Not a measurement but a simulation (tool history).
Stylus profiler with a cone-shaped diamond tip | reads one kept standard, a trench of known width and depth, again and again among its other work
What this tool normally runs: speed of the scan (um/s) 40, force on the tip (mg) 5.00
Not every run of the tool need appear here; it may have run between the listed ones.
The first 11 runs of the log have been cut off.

run,day,speed of the scan (um/s),force on the tip (mg),scans with this tip,hours of work since the height scale was calibrated,depth of the trench (angstrom),width of the trench's floor (um)
12,40.492,40,5.00,7540,1506,1014.1,28.43
13,43.171,40,5.00,7794,1557,1014.3,28.47
14,45.921,40,8.30,8054,1609,1019.9,28.47
15,48.883,88,5.00,8334,1665,1013.5,28.29
16,52.475,88,5.00,8674,1732,1013.1,28.28
17,56.533,88,5.00,9057,1809,1012.4,28.20
18,59.275,40,7.53,9317,1861,1018.8,28.42
19,62.750,40,7.53,9645,1927,1018.7,28.44
20,66.217,40,7.53,9973,1992,1017.2,28.45
21,69.358,151,5.00,10270,2051,1011.6,28.02
22,71.475,10,13.15,10471,2091,1028.8,28.56
# day 71.962: height scale calibrated on a step standard
23,75.625,64,12.19,10861,69,1024.8,28.40

Run 24 has not been measured yet. What should we expect?
24,80.217,64,12.19,11295,156,?,?

Run 24 gave depth of the trench (angstrom) 1023.0, width of the trench's floor (um) 28.34.
Without the tool's hidden state the same run would have given depth of the trench (angstrom) 1034.7, width of the trench's floor (um) 28.59.
